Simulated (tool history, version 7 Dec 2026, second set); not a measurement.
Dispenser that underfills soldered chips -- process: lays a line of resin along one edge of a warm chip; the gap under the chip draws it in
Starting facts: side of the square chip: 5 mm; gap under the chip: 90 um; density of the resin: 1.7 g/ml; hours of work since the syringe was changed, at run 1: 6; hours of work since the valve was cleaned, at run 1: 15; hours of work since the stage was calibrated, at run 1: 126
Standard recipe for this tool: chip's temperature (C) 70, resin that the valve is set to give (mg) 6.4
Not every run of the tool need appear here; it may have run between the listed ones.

run,hour,chip's temperature (C),resin that the valve is set to give (mg),hours of work since the syringe was changed,hours of work since the valve was cleaned,hours of work since the stage was calibrated,time until the resin shows at the far edge (s),resin that the valve gave (mg)
1,0,70,6.4,6,15,126,10.6,6.18
# hour 6.5: new syringe of resin
2,8.4,70,6.4,1,20,131,7.8,6.27
3,20.1,70,6.4,8,27,138,12.6,6.19
# hour 22.4: new syringe of resin
4,27.6,70,6.4,3,31,143,8.7,6.17
# hour 38.9: new syringe of resin
5,38.9,70,6.4,0,38,149,7.8,6.07
6,46.5,70,6.4,5,42,154,9.9,6.18
# hour 55.4: new syringe of resin
7,60.1,75,6.4,3,50,162,7.6,6.09
8,67,75,6.4,7,55,166,9.3,6.02
# hour 71.9: new syringe of resin
9,73.6,75,6.4,1,58,170,5.8,6.1
10,83.3,75,6.4,7,64,176,9.7,5.95
# hour 88.7: new syringe of resin
11,94.2,75,6.4,3,71,182,7.5,6.03
12,100.4,75,6.4,7,74,186,9.5,5.93
# hour 105.1: new syringe of resin
# hour 108.6: dispensing valve cleaned and set on the balance
13,114.2,75,6.4,5,3,193,7.9,6.34
# hour 122.2: new syringe of resin
14,127.7,78,6.4,3,11,201,5.6,6.28
# hour 138.2: new syringe of resin
15,139.4,70,6.31,1,18,208,6.8,6.22
16,149.7,70,6.31,7,24,214,11.9,6.16
# hour 154.2: new syringe of resin
17,163,70,6.31,5,32,222,10.4,6.02
# hour 170.9: new syringe of resin
18,171.4,70,6.4,0,37,227,6.7,6.23
19,183.2,70,6.4,7,44,234,11.8,6.16
# hour 186.8: new syringe of resin
20,193.8,70,6.4,4,50,240,9.6,6.11
# hour 203.4: new syringe of resin
21,203.6,70,6.4,0,56,246,7,6.09
22,216.9,70,6.4,8,64,254,12.8,6.08
# hour 219.8: new syringe of resin
23,229.5,80,6.4,6,71,261,6.9,6.04
# hour 236.2: new syringe of resin
24,236.8,71,6.4,0,76,266,6.1,5.9
# hour 242.2: dispensing valve cleaned and set on the balance
25,243.6,67,7.79,4,1,269,10.2,7.82
26,251.6,70,7,9,6,274,12.3,6.94
# hour 253.5: new syringe of resin
27,263.7,57,5.94,6,13,281,19.4,5.81
# hour 269.9: new syringe of resin
28,271.4,68,6.82,1,17,286,8.3,6.74
29,280.4,61,5.64,6,23,291,16.1,5.44
# hour 286.1: new syringe of resin
30,290.9,61,5.64,3,29,297,13.2,5.51
# hour 302.9: new syringe of resin
31,303.9,61,5.64,1,36,305,10.8,5.41
32,312.2,61,5.64,6,41,310,15.6,5.47
# hour 318.9: new syringe of resin
33,325.2,70,7.1,4,49,317,8.6,6.63
# hour 335.1: new syringe of resin
34,336.9,74,6.42,1,56,324,6.1,6.09
35,343.9,74,6.42,5,60,328,8.2,5.9
# hour 351.2: new syringe of resin
36,356.4,66,7.54,3,67,336,9.9,7.16

Here are 3 independent what-if runs from the current tool condition. What would each one return?
A,366.6,79,6.4,9,74,342,?,?
B,366.6,63,5.72,9,74,342,?,?
C,366.6,70,6.07,9,74,342,?,?

run,time until the resin shows at the far edge (s),resin that the valve gave (mg)
A,8.6,5.92
B,19.3,5.27
C,13,5.6
Stripped of hidden state, with their random variation kept, the same runs would have yielded:
run,time until the resin shows at the far edge (s),resin that the valve gave (mg)
A,4.7,6.37
B,11.1,5.67
C,7.4,6.03

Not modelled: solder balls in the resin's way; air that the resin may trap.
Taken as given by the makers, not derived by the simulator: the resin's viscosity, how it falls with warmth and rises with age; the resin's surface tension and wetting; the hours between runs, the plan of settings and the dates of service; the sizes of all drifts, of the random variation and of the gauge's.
